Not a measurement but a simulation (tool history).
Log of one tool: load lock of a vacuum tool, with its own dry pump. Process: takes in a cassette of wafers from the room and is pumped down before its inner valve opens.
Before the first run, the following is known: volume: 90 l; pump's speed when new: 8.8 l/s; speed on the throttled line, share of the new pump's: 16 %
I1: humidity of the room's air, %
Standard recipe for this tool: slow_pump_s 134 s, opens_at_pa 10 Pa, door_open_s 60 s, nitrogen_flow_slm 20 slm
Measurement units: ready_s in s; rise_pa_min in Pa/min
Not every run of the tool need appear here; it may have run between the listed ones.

{"run": 1, "hour": 0.0, "slow_pump_s": 134, "opens_at_pa": 10, "door_open_s": 60, "nitrogen_flow_slm": 20, "I1": 45.9, "ready_s": 218.8, "rise_pa_min": 0.045}
{"run": 2, "hour": 384.7, "slow_pump_s": 134, "opens_at_pa": 10, "door_open_s": 60, "nitrogen_flow_slm": 20, "I1": 48.3, "ready_s": 220.1, "rise_pa_min": 0.052}
{"run": 3, "hour": 767.1, "slow_pump_s": 134, "opens_at_pa": 10, "door_open_s": 60, "nitrogen_flow_slm": 20, "I1": 47, "ready_s": 220.4, "rise_pa_min": 0.058}
{"run": 4, "hour": 1498.2, "slow_pump_s": 134, "opens_at_pa": 10, "door_open_s": 60, "nitrogen_flow_slm": 20, "I1": 46.5, "ready_s": 221.3, "rise_pa_min": 0.064}
{"run": 5, "hour": 1878.1, "slow_pump_s": 134, "opens_at_pa": 10, "door_open_s": 60, "nitrogen_flow_slm": 20, "I1": 45.7, "ready_s": 220.2, "rise_pa_min": 0.071}
{"run": 6, "hour": 2329.6, "slow_pump_s": 134, "opens_at_pa": 10, "door_open_s": 131, "nitrogen_flow_slm": 20, "I1": 46.6, "ready_s": 223, "rise_pa_min": 0.083}
{"run": 7, "hour": 2874.3, "slow_pump_s": 134, "opens_at_pa": 10, "door_open_s": 131, "nitrogen_flow_slm": 20, "I1": 41.5, "ready_s": 221.7, "rise_pa_min": 0.094}
{"run": 8, "hour": 3299.0, "slow_pump_s": 134, "opens_at_pa": 10, "door_open_s": 131, "nitrogen_flow_slm": 20, "I1": 46.2, "ready_s": 221.4, "rise_pa_min": 0.105}
{"run": 9, "hour": 3637.2, "slow_pump_s": 121, "opens_at_pa": 10, "door_open_s": 131, "nitrogen_flow_slm": 20, "I1": 43.6, "ready_s": 212.7, "rise_pa_min": 0.104}
{"run": 10, "hour": 4076.7, "slow_pump_s": 121, "opens_at_pa": 10, "door_open_s": 131, "nitrogen_flow_slm": 20, "I1": 48.3, "ready_s": 210.1, "rise_pa_min": 0.121}
{"run": 11, "hour": 4462.7, "slow_pump_s": 121, "opens_at_pa": 10, "door_open_s": 131, "nitrogen_flow_slm": 20, "I1": 45.9, "ready_s": 212.6, "rise_pa_min": 0.125}
{"run": 12, "hour": 4833.2, "slow_pump_s": 134, "opens_at_pa": 10, "door_open_s": 60, "nitrogen_flow_slm": 20, "I1": 46.1, "ready_s": 222.5, "rise_pa_min": 0.123}
{"run": 13, "hour": 5239.8, "slow_pump_s": 134, "opens_at_pa": 10, "door_open_s": 60, "nitrogen_flow_slm": 20, "I1": 45.4, "ready_s": 225.2, "rise_pa_min": 0.125}
{"run": 14, "hour": 5698.0, "slow_pump_s": 217, "opens_at_pa": 10, "door_open_s": 60, "nitrogen_flow_slm": 20, "I1": 47.3, "ready_s": 291.5, "rise_pa_min": 0.143}
{"run": 15, "hour": 6285.4, "slow_pump_s": 134, "opens_at_pa": 10, "door_open_s": 60, "nitrogen_flow_slm": 5, "I1": 45.5, "ready_s": 225.8, "rise_pa_min": 0.17}
{"hour": 6335.5, "done": "dry pump taken out, an overhauled one fitted"}
{"run": 16, "hour": 6764.6, "slow_pump_s": 212, "opens_at_pa": 10, "door_open_s": 60, "nitrogen_flow_slm": 20, "I1": 45, "ready_s": 278, "rise_pa_min": 0.17}
{"run": 17, "hour": 7274.4, "slow_pump_s": 134, "opens_at_pa": 10, "door_open_s": 60, "nitrogen_flow_slm": 20, "I1": 45.4, "ready_s": 204.9, "rise_pa_min": 0.178}
{"run": 18, "hour": 7967.0, "slow_pump_s": 134, "opens_at_pa": 10, "door_open_s": 60, "nitrogen_flow_slm": 20, "I1": 44.4, "ready_s": 209.5, "rise_pa_min": 0.196}
{"run": 19, "hour": 8677.8, "slow_pump_s": 134, "opens_at_pa": 10, "door_open_s": 60, "nitrogen_flow_slm": 20, "I1": 47.6, "ready_s": 208.9, "rise_pa_min": 0.221}
{"hour": 9371.9, "done": "door's seal changed, seat wiped"}
{"run": 20, "hour": 9371.9, "slow_pump_s": 134, "opens_at_pa": 10, "door_open_s": 60, "nitrogen_flow_slm": 20, "I1": 47.4, "ready_s": 210.1, "rise_pa_min": 0.023}
{"run": 21, "hour": 9940.5, "slow_pump_s": 165, "opens_at_pa": 10, "door_open_s": 46, "nitrogen_flow_slm": 12, "I1": 44.8, "ready_s": 236.1, "rise_pa_min": 0.033}
{"run": 22, "hour": 10569.6, "slow_pump_s": 165, "opens_at_pa": 18, "door_open_s": 42, "nitrogen_flow_slm": 22, "I1": 43.9, "ready_s": 230.9, "rise_pa_min": 0.031}
{"run": 23, "hour": 10895.8, "slow_pump_s": 165, "opens_at_pa": 18, "door_open_s": 42, "nitrogen_flow_slm": 22, "I1": 48, "ready_s": 229.2, "rise_pa_min": 0.034}
{"run": 24, "hour": 11571.9, "slow_pump_s": 74, "opens_at_pa": 16, "door_open_s": 60, "nitrogen_flow_slm": 20, "I1": 43.5, "ready_s": 155.6, "rise_pa_min": 0.042}
{"run": 25, "hour": 12192.7, "slow_pump_s": 134, "opens_at_pa": 7, "door_open_s": 36, "nitrogen_flow_slm": 20, "I1": 43.2, "ready_s": 216.3, "rise_pa_min": 0.046}
{"run": 26, "hour": 12641.9, "slow_pump_s": 232, "opens_at_pa": 13, "door_open_s": 36, "nitrogen_flow_slm": 20, "I1": 45.7, "ready_s": 290.9, "rise_pa_min": 0.049}
{"run": 27, "hour": 13067.3, "slow_pump_s": 232, "opens_at_pa": 13, "door_open_s": 36, "nitrogen_flow_slm": 20, "I1": 43.8, "ready_s": 288.7, "rise_pa_min": 0.058}
{"run": 28, "hour": 13702.4, "slow_pump_s": 232, "opens_at_pa": 13, "door_open_s": 109, "nitrogen_flow_slm": 20, "I1": 47.9, "ready_s": 292.8, "rise_pa_min": 0.078}
{"run": 29, "hour": 14315.7, "slow_pump_s": 134, "opens_at_pa": 12, "door_open_s": 60, "nitrogen_flow_slm": 8, "I1": 46, "ready_s": 212, "rise_pa_min": 0.091}
{"run": 30, "hour": 14779.6, "slow_pump_s": 134, "opens_at_pa": 12, "door_open_s": 60, "nitrogen_flow_slm": 8, "I1": 43.2, "ready_s": 212.9, "rise_pa_min": 0.096}
{"run": 31, "hour": 15295.8, "slow_pump_s": 134, "opens_at_pa": 12, "door_open_s": 60, "nitrogen_flow_slm": 8, "I1": 44.3, "ready_s": 211.7, "rise_pa_min": 0.112}
{"run": 32, "hour": 15801.6, "slow_pump_s": 134, "opens_at_pa": 12, "door_open_s": 60, "nitrogen_flow_slm": 8, "I1": 45.5, "ready_s": 211.9, "rise_pa_min": 0.117}
{"run": 33, "hour": 16424.1, "slow_pump_s": 134, "opens_at_pa": 12, "door_open_s": 60, "nitrogen_flow_slm": 8, "I1": 45.7, "ready_s": 212.8, "rise_pa_min": 0.138}
{"run": 34, "hour": 16969.6, "slow_pump_s": 134, "opens_at_pa": 12, "door_open_s": 60, "nitrogen_flow_slm": 8, "I1": 42.4, "ready_s": 213.8, "rise_pa_min": 0.147}
{"run": 35, "hour": 17604.7, "slow_pump_s": 134, "opens_at_pa": 12, "door_open_s": 60, "nitrogen_flow_slm": 8, "I1": 42.3, "ready_s": 215.1, "rise_pa_min": 0.152}
{"run": 36, "hour": 18269.3, "slow_pump_s": 91, "opens_at_pa": 14, "door_open_s": 28, "nitrogen_flow_slm": 39, "I1": 44.3, "ready_s": 175.5, "rise_pa_min": 0.154}
{"run": 37, "hour": 18620.2, "slow_pump_s": 93, "opens_at_pa": 13, "door_open_s": 60, "nitrogen_flow_slm": 13, "I1": 42, "ready_s": 181.2, "rise_pa_min": 0.18}
{"run": 38, "hour": 19235.7, "slow_pump_s": 111, "opens_at_pa": 10, "door_open_s": 60, "nitrogen_flow_slm": 14, "I1": 45.6, "ready_s": 198.3, "rise_pa_min": 0.195}

A few steps of ready_s between consecutive runs. Split each: what settings, incoming material and random variation would produce without the hidden state, and what is left over for the hidden state, along with gauge scatter present in only one of the two compared results (measured, and without hidden state):
What the log doesn't record here: pump's speed, % of a new pump's; leak at the door's seal, Pa l/s; drift of the gauge itself on ready_s, %; drift of the gauge itself on rise_pa_min, %.
Run 13 -> 14: slow_pump_s 134 -> 217. ready_s +66.3 s: hidden state -2.5, all else +68.8.
Run 14 -> 15: slow_pump_s 217 -> 134, nitrogen_flow_slm 20 -> 5. ready_s -65.7 s: hidden state +3.6, all else -69.3.
Run 15 -> 16: slow_pump_s 134 -> 212, nitrogen_flow_slm 5 -> 20, dry pump taken out, an overhauled one fitted. ready_s +52.2 s: hidden state -18.7, all else +70.9.
Run 23 -> 24: slow_pump_s 165 -> 74, opens_at_pa 18 -> 16, door_open_s 42 -> 60, nitrogen_flow_slm 22 -> 20. ready_s -73.6 s: hidden state +1.2, all else -74.8.
Run 25 -> 26: slow_pump_s 134 -> 232, opens_at_pa 7 -> 13. ready_s +74.6 s: hidden state -1.1, all else +75.7.
Run 28 -> 29: slow_pump_s 232 -> 134, opens_at_pa 13 -> 12, door_open_s 109 -> 60, nitrogen_flow_slm 20 -> 8. ready_s -80.8 s: hidden state +1.8, all else -82.6.
